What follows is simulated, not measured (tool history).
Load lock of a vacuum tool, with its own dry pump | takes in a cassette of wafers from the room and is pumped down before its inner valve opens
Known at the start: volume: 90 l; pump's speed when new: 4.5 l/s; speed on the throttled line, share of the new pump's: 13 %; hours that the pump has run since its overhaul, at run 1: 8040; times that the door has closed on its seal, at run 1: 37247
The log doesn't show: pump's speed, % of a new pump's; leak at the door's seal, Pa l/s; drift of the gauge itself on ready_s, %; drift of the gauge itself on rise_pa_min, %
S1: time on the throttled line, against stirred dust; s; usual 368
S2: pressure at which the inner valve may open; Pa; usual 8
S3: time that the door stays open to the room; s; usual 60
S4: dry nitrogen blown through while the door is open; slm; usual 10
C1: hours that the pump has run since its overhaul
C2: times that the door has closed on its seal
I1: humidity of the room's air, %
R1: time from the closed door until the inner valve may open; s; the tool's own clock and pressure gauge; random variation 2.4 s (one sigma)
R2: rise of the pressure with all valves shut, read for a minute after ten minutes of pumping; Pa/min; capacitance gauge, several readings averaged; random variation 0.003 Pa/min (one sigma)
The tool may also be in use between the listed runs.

run	day	S1	S2	S3	S4	C1	C2	I1	R1	R2
1	0.000	368	8	60	10	8040	37247	47.6	512.5	0.038
2	9.038	368	8	60	10	8257	37899	48.9	510.2	0.044
3	15.008	368	8	60	10	8400	38330	41.7	511.4	0.036
4	23.733	368	8	60	10	8610	38960	46.2	514.1	0.033
5	30.079	368	8	60	10	8762	39418	40.2	513.7	0.039
6	34.858	368	9	60	10	8877	39763	46.5	510.2	0.038
7	42.442	368	9	60	10	9059	40311	44.0	511.2	0.037
8	47.650	368	9	60	10	9184	40687	43.7	511.1	0.035
9	55.267	368	14	60	10	9366	41237	46.2	499.8	0.037
10	61.371	368	14	60	10	9513	41677	47.2	498.3	0.035
11	70.954	368	14	60	10	9743	42369	45.1	494.2	0.040
12	78.433	368	14	60	10	9922	42909	42.0	500.4	0.033
13	85.858	368	8	38	10	10101	43445	44.0	509.9	0.026
14	93.079	366	8	60	10	10274	43966	47.2	509.5	0.037
15	101.100	368	8	60	5	10466	44545	44.2	517.0	0.041
16	107.492	368	8	60	10	10620	45007	45.5	512.3	0.035
17	116.796	368	8	60	10	10843	45678	46.8	511.5	0.044
18	125.738	368	8	60	10	11058	46324	45.8	508.4	0.038
19	131.838	368	8	60	10	11204	46765	45.8	514.7	0.039
20	137.358	368	8	38	19	11337	47163	43.7	509.8	0.026
21	142.138	368	8	38	19	11451	47508	43.3	511.6	0.022
22	150.317	718	7	74	29	11648	48099	44.9	821.8	0.026
23	154.717	718	7	74	29	11753	48416	44.6	826.3	0.022
24	158.854	444	11	60	10	11852	48715	48.2	570.9	0.043
25	164.579	314	8	60	6	11990	49128	45.2	466.7	0.044
26	171.508	442	14	29	8	12156	49628	46.3	565.2	0.031
27	177.442	217	8	183	7	12299	50057	43.6	378.6	0.068
# day 184.292: dry pump taken out, an overhauled one fitted
28	186.617	430	8	60	10	56	50701	46.4	563.0	0.035
29	193.208	215	7	60	9	214	51177	48.7	380.1	0.038
30	198.533	368	8	123	10	342	51561	47.0	510.0	0.061
31	202.529	368	8	113	23	438	51850	48.4	513.1	0.029
32	208.025	436	8	65	33	570	52247	44.3	571.0	0.017
33	214.967	368	14	60	33	736	52748	42.7	498.4	0.016
34	219.246	436	15	209	6	839	53057	46.1	556.6	0.081
35	225.879	436	15	209	6	998	53536	44.1	557.0	0.079
36	230.700	368	11	192	31	1114	53884	45.1	501.7	0.032
37	240.121	368	11	192	31	1340	54564	46.3	502.1	0.035

Forecast each of these 4 alternatives for the next run:
A	248.871	368	11	91	9	1550	55195	41.8	?	?
B	248.871	619	11	26	41	1550	55195	44.0	?	?
C	248.871	219	14	60	19	1550	55195	46.3	?	?
D	248.871	319	12	60	6	1550	55195	43.3	?	?

run	R1	R2
A	508.7	0.044
B	729.3	0.011
C	372.0	0.031
D	461.1	0.045
Without the tool's hidden state the same runs would have given:
run	R1	R2
A	508.7	0.042
B	729.3	0.009
C	372.0	0.029
D	461.1	0.042
